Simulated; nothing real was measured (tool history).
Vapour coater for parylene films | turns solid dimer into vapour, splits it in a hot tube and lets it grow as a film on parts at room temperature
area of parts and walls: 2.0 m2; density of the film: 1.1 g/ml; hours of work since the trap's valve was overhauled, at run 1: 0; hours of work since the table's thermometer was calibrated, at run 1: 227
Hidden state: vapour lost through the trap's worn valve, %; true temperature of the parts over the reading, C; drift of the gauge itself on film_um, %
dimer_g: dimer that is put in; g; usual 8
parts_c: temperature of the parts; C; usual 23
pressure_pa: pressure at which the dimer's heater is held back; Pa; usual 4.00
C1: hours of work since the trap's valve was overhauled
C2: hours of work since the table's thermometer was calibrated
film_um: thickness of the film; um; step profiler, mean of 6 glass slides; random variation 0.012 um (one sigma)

Run 1, hour 0.0: usual settings; C1 0; C2 227. Result: film_um 1.74 um.
Run 2, hour 16.6: usual settings; C1 14; C2 241. Result: film_um 1.72 um.
Run 3, hour 30.9: usual settings; C1 26; C2 253. Result: film_um 1.73 um.
Run 4, hour 45.0: usual settings but pressure_pa 7.69 Pa; C1 38; C2 264. Result: film_um 1.54 um.
Run 5, hour 58.7: usual settings but pressure_pa 7.69 Pa; C1 49; C2 276. Result: film_um 1.51 um.
Run 6, hour 71.0: usual settings; C1 59; C2 286. Result: film_um 1.72 um.
Run 7, hour 81.0: usual settings; C1 68; C2 294. Result: film_um 1.71 um.
Run 8, hour 94.1: usual settings; C1 78; C2 305. Result: film_um 1.74 um.
Run 9, hour 109.3: usual settings; C1 91; C2 318. Result: film_um 1.72 um.
Run 10, hour 125.8: usual settings but parts_c 16 C; C1 105; C2 332. Result: film_um 2.01 um.
Run 11, hour 136.4: usual settings but parts_c 16 C; C1 114; C2 340. Result: film_um 2.02 um.
Run 12, hour 147.5: usual settings; C1 123; C2 350. Result: film_um 1.73 um.
Run 13, hour 158.8: usual settings; C1 132; C2 359. Result: film_um 1.72 um.
Run 14, hour 168.8: usual settings; C1 141; C2 367. Result: film_um 1.73 um.
Run 15, hour 182.0: usual settings; C1 152; C2 378. Result: film_um 1.72 um.
Run 16, hour 194.5: usual settings; C1 162; C2 389. Result: film_um 1.72 um.
Run 17, hour 208.1: usual settings; C1 173; C2 400. Result: film_um 1.72 um.
Run 18, hour 216.5: usual settings; C1 180; C2 407. Result: film_um 1.73 um.
Run 19, hour 228.9: usual settings; C1 191; C2 418. Result: film_um 1.71 um.
Run 20, hour 236.4: usual settings but dimer_g 5 g; C1 197; C2 424. Result: film_um 1.08 um.
Run 21, hour 253.1: usual settings but dimer_g 5 g; C1 211; C2 438. Result: film_um 1.08 um.
Run 22, hour 261.7: usual settings but dimer_g 9 g; C1 218; C2 445. Result: film_um 1.96 um.
Run 23, hour 272.0: usual settings but dimer_g 9 g; C1 227; C2 454. Result: film_um 1.95 um.
Run 24, hour 286.9: usual settings but dimer_g 5 g, parts_c 33 C, pressure_pa 5.43 Pa; C1 239; C2 466. Result: film_um 0.81 um.
Run 25, hour 299.6: usual settings but dimer_g 11 g, parts_c 24 C, pressure_pa 4.04 Pa; C1 250; C2 477. Result: film_um 2.31 um.
Run 26, hour 307.7: usual settings; C1 257; C2 483. Result: film_um 1.72 um.
Run 27, hour 320.9: usual settings but dimer_g 5 g, parts_c 33 C, pressure_pa 6.47 Pa; C1 268; C2 494. Result: film_um 0.77 um.
Run 28, hour 331.6: usual settings but dimer_g 5 g, parts_c 33 C, pressure_pa 6.47 Pa; C1 276; C2 503. Result: film_um 0.80 um.
Run 29, hour 348.5: usual settings but dimer_g 10 g, parts_c 17 C, pressure_pa 2.35 Pa; C1 291; C2 517. Result: film_um 2.72 um.
Run 30, hour 359.2: usual settings but dimer_g 4 g, parts_c 19 C, pressure_pa 11.32 Pa; C1 299; C2 526. Result: film_um 0.76 um.
Run 31, hour 370.7: usual settings but dimer_g 9 g, parts_c 19 C, pressure_pa 3.30 Pa; C1 309; C2 536. Result: film_um 2.18 um.
Run 32, hour 379.8: usual settings but dimer_g 6 g, parts_c 22 C, pressure_pa 3.53 Pa; C1 317; C2 543. Result: film_um 1.37 um.
Run 33, hour 390.4: usual settings but dimer_g 6 g, parts_c 22 C, pressure_pa 3.53 Pa; C1 325; C2 552. Result: film_um 1.35 um.
Run 34, hour 400.6: usual settings but dimer_g 6 g, parts_c 22 C, pressure_pa 3.53 Pa; C1 334; C2 561. Result: film_um 1.36 um.
Run 35, hour 409.1: usual settings but pressure_pa 4.29 Pa; C1 341; C2 568. Result: film_um 1.70 um.
Run 36, hour 423.1: usual settings but dimer_g 4 g, pressure_pa 10.31 Pa; C1 353; C2 579. Result: film_um 0.73 um.
Run 37, hour 439.7: usual settings but dimer_g 4 g, pressure_pa 10.31 Pa; C1 366; C2 593. Result: film_um 0.71 um.
Run 38, hour 451.3: usual settings but dimer_g 4 g, pressure_pa 10.31 Pa; C1 376; C2 603. Result: film_um 0.72 um.
Run 39, hour 464.2: usual settings but dimer_g 4 g, parts_c 32 C, pressure_pa 5.64 Pa; C1 387; C2 614. Result: film_um 0.67 um.
Run 40, hour 479.0: usual settings but dimer_g 4 g, parts_c 32 C, pressure_pa 5.64 Pa; C1 399; C2 626. Result: film_um 0.67 um.
Run 41, hour 488.8: usual settings but dimer_g 4 g, parts_c 32 C, pressure_pa 5.64 Pa; C1 407; C2 634. Result: film_um 0.65 um.

Forecast each of these 5 alternatives for the next run:
Run A, hour 496.5: usual settings but dimer_g 9 g, parts_c 32 C, pressure_pa 5.64 Pa; C1 414; C2 641. Result: film_um ?.
Run B, hour 496.5: usual settings but dimer_g 4 g, parts_c 21 C, pressure_pa 7.00 Pa; C1 414; C2 641. Result: film_um ?.
Run C, hour 496.5: usual settings but dimer_g 4 g, parts_c 27 C, pressure_pa 2.11 Pa; C1 414; C2 641. Result: film_um ?.
Run D, hour 496.5: usual settings but dimer_g 3 g, parts_c 32 C, pressure_pa 3.03 Pa; C1 414; C2 641. Result: film_um ?.
Run E, hour 496.5: usual settings but dimer_g 11 g, parts_c 32 C, pressure_pa 5.44 Pa; C1 414; C2 641. Result: film_um ?.

run  film_um
  A     1.50
  B     0.81
  C     0.91
  D     0.55
  E     1.81
Without the tool's hidden state the same runs would have given:
run  film_um
  A     1.51
  B     0.82
  C     0.92
  D     0.55
  E     1.82

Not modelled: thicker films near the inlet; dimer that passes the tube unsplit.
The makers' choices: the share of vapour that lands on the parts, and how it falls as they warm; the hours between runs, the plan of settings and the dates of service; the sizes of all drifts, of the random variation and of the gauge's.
